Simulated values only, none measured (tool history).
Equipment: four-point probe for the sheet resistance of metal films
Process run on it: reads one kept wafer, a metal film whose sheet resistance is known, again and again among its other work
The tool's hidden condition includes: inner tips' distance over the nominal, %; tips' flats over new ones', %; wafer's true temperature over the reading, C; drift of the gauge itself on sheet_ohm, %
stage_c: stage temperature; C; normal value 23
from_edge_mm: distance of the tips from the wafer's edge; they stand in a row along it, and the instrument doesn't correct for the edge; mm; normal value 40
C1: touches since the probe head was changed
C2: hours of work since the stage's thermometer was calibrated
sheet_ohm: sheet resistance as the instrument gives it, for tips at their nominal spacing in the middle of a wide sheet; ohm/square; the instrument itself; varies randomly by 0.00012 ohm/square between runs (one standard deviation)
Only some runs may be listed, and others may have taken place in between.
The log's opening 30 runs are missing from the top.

Run 31, hour 1144.1: usual settings but stage_c 21 C, from_edge_mm 50 mm; C1 111074; C2 106. Result: sheet_ohm 0.609764 ohm/square.
Run 32, hour 1194.0: usual settings but stage_c 30 C, from_edge_mm 6 mm; C1 113252; C2 142. Result: sheet_ohm 0.623110 ohm/square.
Run 33, hour 1224.0: usual settings but stage_c 22 C, from_edge_mm 18 mm; C1 114561; C2 163. Result: sheet_ohm 0.611282 ohm/square.
Run 34, hour 1273.7: usual settings but stage_c 28 C, from_edge_mm 48 mm; C1 116733; C2 199. Result: sheet_ohm 0.613326 ohm/square.
Run 35, hour 1297.6: usual settings but stage_c 28 C, from_edge_mm 48 mm; C1 117777; C2 216. Result: sheet_ohm 0.613452 ohm/square.
Run 36, hour 1322.9: usual settings but stage_c 27 C, from_edge_mm 29 mm; C1 118885; C2 234. Result: sheet_ohm 0.613180 ohm/square.
Run 37, hour 1372.6: usual settings; C1 121055; C2 269. Result: sheet_ohm 0.611139 ohm/square.
Run 38, hour 1409.2: usual settings but stage_c 18 C, from_edge_mm 5 mm; C1 122652; C2 295. Result: sheet_ohm 0.621493 ohm/square.
Run 39, hour 1433.4: usual settings but stage_c 33 C, from_edge_mm 4 mm; C1 123708; C2 312. Result: sheet_ohm 0.636076 ohm/square.
Run 40, hour 1481.3: usual settings but stage_c 32 C, from_edge_mm 30 mm; C1 125802; C2 346. Result: sheet_ohm 0.615981 ohm/square.
Run 41, hour 1526.6: usual settings but stage_c 22 C, from_edge_mm 12 mm; C1 127779; C2 378. Result: sheet_ohm 0.613178 ohm/square.
Run 42, hour 1555.3: usual settings but stage_c 27 C, from_edge_mm 58 mm; C1 129033; C2 399. Result: sheet_ohm 0.613438 ohm/square.
Run 43, hour 1593.3: usual settings but stage_c 22 C, from_edge_mm 3 mm; C1 130692; C2 426. Result: sheet_ohm 0.645380 ohm/square.
Run 44, hour 1626.9: usual settings but stage_c 22 C, from_edge_mm 3 mm; C1 132160; C2 450. Result: sheet_ohm 0.645301 ohm/square.

Alternative continuations, all from the tool just after run 44; predict every row:
Run A, hour 1658.0: usual settings but stage_c 33 C, from_edge_mm 3 mm; C1 133517; C2 472. Result: sheet_ohm ?.
Run B, hour 1658.0: usual settings but stage_c 21 C, from_edge_mm 20 mm; C1 133517; C2 472. Result: sheet_ohm ?.
Run C, hour 1658.0: usual settings but stage_c 22 C, from_edge_mm 36 mm; C1 133517; C2 472. Result: sheet_ohm ?.
Run D, hour 1658.0: usual settings but stage_c 27 C, from_edge_mm 6 mm; C1 133517; C2 472. Result: sheet_ohm ?.
Run E, hour 1658.0: usual settings but stage_c 26 C, from_edge_mm 28 mm; C1 133517; C2 472. Result: sheet_ohm ?.

run  sheet_ohm
  A   0.651034
  B   0.611161
  C   0.611215
  D   0.622363
  E   0.613336
Stripped of hidden state, with their random variation kept, the same runs would have yielded:
run  sheet_ohm
  A   0.647403
  B   0.607729
  C   0.607783
  D   0.618876
  E   0.609895
